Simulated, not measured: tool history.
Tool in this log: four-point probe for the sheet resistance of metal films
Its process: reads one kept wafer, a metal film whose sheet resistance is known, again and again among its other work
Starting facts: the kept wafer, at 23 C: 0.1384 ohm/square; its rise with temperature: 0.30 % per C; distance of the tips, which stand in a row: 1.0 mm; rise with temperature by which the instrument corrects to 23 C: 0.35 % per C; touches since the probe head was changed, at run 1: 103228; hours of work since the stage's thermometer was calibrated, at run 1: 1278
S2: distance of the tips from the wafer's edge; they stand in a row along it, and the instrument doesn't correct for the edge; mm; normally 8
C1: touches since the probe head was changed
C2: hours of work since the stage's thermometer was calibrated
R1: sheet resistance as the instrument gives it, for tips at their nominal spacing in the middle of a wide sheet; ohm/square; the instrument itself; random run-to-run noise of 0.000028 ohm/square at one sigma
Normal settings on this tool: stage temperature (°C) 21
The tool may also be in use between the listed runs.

{"run": 1, "hour": 0.0, "stage temperature (°C)": 21, "S2": 8, "C1": 103228, "C2": 1278, "R1": 0.142106}
{"run": 2, "hour": 29.0, "stage temperature (°C)": 21, "S2": 8, "C1": 104913, "C2": 1297, "R1": 0.14217}
{"run": 3, "hour": 77.4, "stage temperature (°C)": 31, "S2": 8, "C1": 107730, "C2": 1329, "R1": 0.141582}
{"run": 4, "hour": 108.8, "stage temperature (°C)": 31, "S2": 8, "C1": 109554, "C2": 1350, "R1": 0.141546}
{"run": 5, "hour": 160.5, "stage temperature (°C)": 21, "S2": 8, "C1": 112562, "C2": 1385, "R1": 0.14233}
{"run": 6, "hour": 195.3, "stage temperature (°C)": 23, "S2": 8, "C1": 114587, "C2": 1408, "R1": 0.142188}
{"run": 7, "hour": 247.0, "stage temperature (°C)": 23, "S2": 8, "C1": 117595, "C2": 1443, "R1": 0.142308}
{"run": 8, "hour": 289.0, "stage temperature (°C)": 23, "S2": 71, "C1": 120040, "C2": 1471, "R1": 0.141128}
{"run": 9, "hour": 326.3, "stage temperature (°C)": 23, "S2": 71, "C1": 122205, "C2": 1496, "R1": 0.141128}
{"hour": 342.1, "done": "new probe head fitted"}
{"run": 10, "hour": 357.1, "stage temperature (°C)": 32, "S2": 8, "C1": 869, "C2": 1516, "R1": 0.139745}
{"run": 11, "hour": 391.0, "stage temperature (°C)": 32, "S2": 8, "C1": 2844, "C2": 1538, "R1": 0.139847}
{"run": 12, "hour": 441.6, "stage temperature (°C)": 32, "S2": 8, "C1": 5784, "C2": 1572, "R1": 0.139858}
{"run": 13, "hour": 475.5, "stage temperature (°C)": 23, "S2": 8, "C1": 7759, "C2": 1595, "R1": 0.140525}
{"run": 14, "hour": 510.7, "stage temperature (°C)": 21, "S2": 8, "C1": 9806, "C2": 1618, "R1": 0.140691}
{"run": 15, "hour": 560.9, "stage temperature (°C)": 21, "S2": 8, "C1": 12722, "C2": 1652, "R1": 0.140697}
{"run": 16, "hour": 623.5, "stage temperature (°C)": 21, "S2": 8, "C1": 16363, "C2": 1694, "R1": 0.140755}
{"run": 17, "hour": 685.1, "stage temperature (°C)": 21, "S2": 8, "C1": 19947, "C2": 1735, "R1": 0.140792}
{"run": 18, "hour": 719.3, "stage temperature (°C)": 21, "S2": 26, "C1": 21939, "C2": 1758, "R1": 0.13978}
{"run": 19, "hour": 768.1, "stage temperature (°C)": 21, "S2": 26, "C1": 24774, "C2": 1790, "R1": 0.139811}
{"run": 20, "hour": 801.0, "stage temperature (°C)": 21, "S2": 26, "C1": 26693, "C2": 1812, "R1": 0.139858}
{"run": 21, "hour": 860.4, "stage temperature (°C)": 26, "S2": 16, "C1": 30145, "C2": 1852, "R1": 0.139702}
{"run": 22, "hour": 888.4, "stage temperature (°C)": 26, "S2": 16, "C1": 31775, "C2": 1871, "R1": 0.139765}
{"run": 23, "hour": 920.6, "stage temperature (°C)": 26, "S2": 16, "C1": 33645, "C2": 1892, "R1": 0.139806}
{"run": 24, "hour": 956.1, "stage temperature (°C)": 26, "S2": 16, "C1": 35710, "C2": 1916, "R1": 0.139808}
{"run": 25, "hour": 989.5, "stage temperature (°C)": 26, "S2": 16, "C1": 37654, "C2": 1938, "R1": 0.139829}
{"run": 26, "hour": 1052.8, "stage temperature (°C)": 33, "S2": 28, "C1": 41338, "C2": 1981, "R1": 0.139174}
{"run": 27, "hour": 1109.8, "stage temperature (°C)": 27, "S2": 10, "C1": 44650, "C2": 2019, "R1": 0.140374}
{"hour": 1113.6, "done": "stage's thermometer calibrated"}
{"run": 28, "hour": 1171.8, "stage temperature (°C)": 27, "S2": 10, "C1": 48228, "C2": 39, "R1": 0.140452}
{"run": 29, "hour": 1209.5, "stage temperature (°C)": 21, "S2": 7, "C1": 50424, "C2": 64, "R1": 0.141655}
{"run": 30, "hour": 1250.2, "stage temperature (°C)": 21, "S2": 19, "C1": 52791, "C2": 91, "R1": 0.140359}
{"run": 31, "hour": 1296.4, "stage temperature (°C)": 23, "S2": 19, "C1": 55478, "C2": 122, "R1": 0.14025}
{"run": 32, "hour": 1342.0, "stage temperature (°C)": 22, "S2": 50, "C1": 58132, "C2": 153, "R1": 0.140164}
{"run": 33, "hour": 1395.3, "stage temperature (°C)": 22, "S2": 61, "C1": 61232, "C2": 188, "R1": 0.140179}
{"run": 34, "hour": 1443.1, "stage temperature (°C)": 22, "S2": 61, "C1": 64009, "C2": 220, "R1": 0.140232}
{"hour": 1449.7, "done": "stage's thermometer calibrated, once more"}
{"run": 35, "hour": 1489.4, "stage temperature (°C)": 20, "S2": 29, "C1": 66673, "C2": 27, "R1": 0.14037}
{"run": 36, "hour": 1547.6, "stage temperature (°C)": 26, "S2": 7, "C1": 70058, "C2": 65, "R1": 0.141489}
{"run": 37, "hour": 1608.1, "stage temperature (°C)": 26, "S2": 7, "C1": 73577, "C2": 106, "R1": 0.141526}

Run 38, settings as shown, results not yet in. Your forecast:
{"run": 38, "hour": 1669.8, "stage temperature (°C)": 26, "S2": 4, "C1": 77169, "C2": 147, "R1": "?"}

R1: 0.144626 ohm/square
Without the tool's hidden state the same run would have given R1 0.142701 ohm/square.
